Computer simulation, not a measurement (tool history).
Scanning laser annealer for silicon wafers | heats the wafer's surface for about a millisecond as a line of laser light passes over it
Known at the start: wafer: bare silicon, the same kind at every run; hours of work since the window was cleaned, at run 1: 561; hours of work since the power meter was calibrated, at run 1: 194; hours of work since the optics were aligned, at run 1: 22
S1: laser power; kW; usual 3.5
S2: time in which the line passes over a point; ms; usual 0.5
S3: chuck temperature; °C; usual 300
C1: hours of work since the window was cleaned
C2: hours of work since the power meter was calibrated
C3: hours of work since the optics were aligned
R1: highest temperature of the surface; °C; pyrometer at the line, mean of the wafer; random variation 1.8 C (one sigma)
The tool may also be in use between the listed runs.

run 1 hour=0 | S1=3.5 S2=0.5 S3=300 | C1=561 C2=194 C3=22 | R1=980
run 2 hour=15.1 | S1=3.821 S2=0.5 S3=300 | C1=569 C2=201 C3=29 | R1=1056
run 3 hour=27.7 | S1=3.821 S2=0.5 S3=300 | C1=575 C2=207 C3=36 | R1=1056
run 4 hour=38.2 | S1=3.5 S2=0.5 S3=300 | C1=580 C2=213 C3=41 | R1=977
run 5 hour=62 | S1=3.5 S2=0.49 S3=300 | C1=592 C2=225 C3=53 | R1=968
run 6 hour=80.9 | S1=3.5 S2=0.49 S3=300 | C1=602 C2=234 C3=62 | R1=966
run 7 hour=92.5 | S1=3.5 S2=0.49 S3=300 | C1=608 C2=240 C3=68 | R1=969
run 8 hour=112.7 | S1=3.5 S2=0.49 S3=300 | C1=618 C2=250 C3=78 | R1=968
run 9 hour=123.8 | S1=3.498 S2=0.5 S3=300 | C1=623 C2=256 C3=84 | R1=972
run 10 hour=148.6 | S1=3.5 S2=0.5 S3=300 | C1=636 C2=268 C3=96 | R1=973
run 11 hour=164.5 | S1=3.5 S2=0.5 S3=300 | C1=644 C2=276 C3=104 | R1=970
-- hour=171 optics aligned, line set to its width
run 12 hour=185.5 | S1=3.405 S2=0.5 S3=300 | C1=652 C2=284 C3=7 | R1=948
run 13 hour=208.7 | S1=3.405 S2=0.5 S3=300 | C1=663 C2=296 C3=19 | R1=950
-- hour=223.2 optics aligned, line set to its width, once more
run 14 hour=236.1 | S1=3.405 S2=0.5 S3=300 | C1=675 C2=307 C3=6 | R1=951
run 15 hour=253.6 | S1=3.405 S2=0.5 S3=312 | C1=683 C2=316 C3=15 | R1=961
run 16 hour=272.1 | S1=3.5 S2=0.401 S3=283 | C1=693 C2=325 C3=25 | R1=872
run 17 hour=293.1 | S1=3.128 S2=0.434 S3=275 | C1=703 C2=335 C3=35 | R1=811
run 18 hour=305.9 | S1=3.069 S2=0.554 S3=275 | C1=710 C2=342 C3=42 | R1=877
run 19 hour=319.6 | S1=3.069 S2=0.554 S3=275 | C1=716 C2=349 C3=48 | R1=876
run 20 hour=343.3 | S1=3.069 S2=0.554 S3=275 | C1=728 C2=361 C3=60 | R1=876
run 21 hour=357.5 | S1=3.089 S2=0.443 S3=284 | C1=736 C2=368 C3=67 | R1=814
run 22 hour=380.1 | S1=3.089 S2=0.443 S3=284 | C1=747 C2=379 C3=79 | R1=816
run 23 hour=397.4 | S1=3.24 S2=0.487 S3=300 | C1=755 C2=388 C3=87 | R1=897
run 24 hour=409.5 | S1=3.5 S2=0.364 S3=300 | C1=762 C2=394 C3=93 | R1=857
run 25 hour=423.5 | S1=3.414 S2=0.567 S3=315 | C1=769 C2=401 C3=100 | R1=1012
run 26 hour=447.6 | S1=3.414 S2=0.567 S3=305 | C1=781 C2=413 C3=113 | R1=1001
run 27 hour=464.6 | S1=3.735 S2=0.461 S3=288 | C1=789 C2=422 C3=121 | R1=977
run 28 hour=486.7 | S1=3.68 S2=0.461 S3=288 | C1=800 C2=433 C3=132 | R1=963
run 29 hour=507.6 | S1=3.68 S2=0.461 S3=288 | C1=811 C2=443 C3=143 | R1=966

Forecast each of these 5 alternatives for the next run:
run A hour=528.7 | S1=3.546 S2=0.5 S3=300 | C1=821 C2=454 C3=153 | R1=?
run B hour=528.7 | S1=3.396 S2=0.615 S3=283 | C1=821 C2=454 C3=153 | R1=?
run C hour=528.7 | S1=3.346 S2=0.414 S3=289 | C1=821 C2=454 C3=153 | R1=?
run D hour=528.7 | S1=3.5 S2=0.5 S3=293 | C1=821 C2=454 C3=153 | R1=?
run E hour=528.7 | S1=3.5 S2=0.5 S3=338 | C1=821 C2=454 C3=153 | R1=?

run=A R1=977
run=B R1=1003
run=C R1=851
run=D R1=956
run=E R1=1002
Without the tool's hidden state the same runs would have given:
run=A R1=1019
run=B R1=1048
run=C R1=885
run=D R1=997
run=E R1=1043
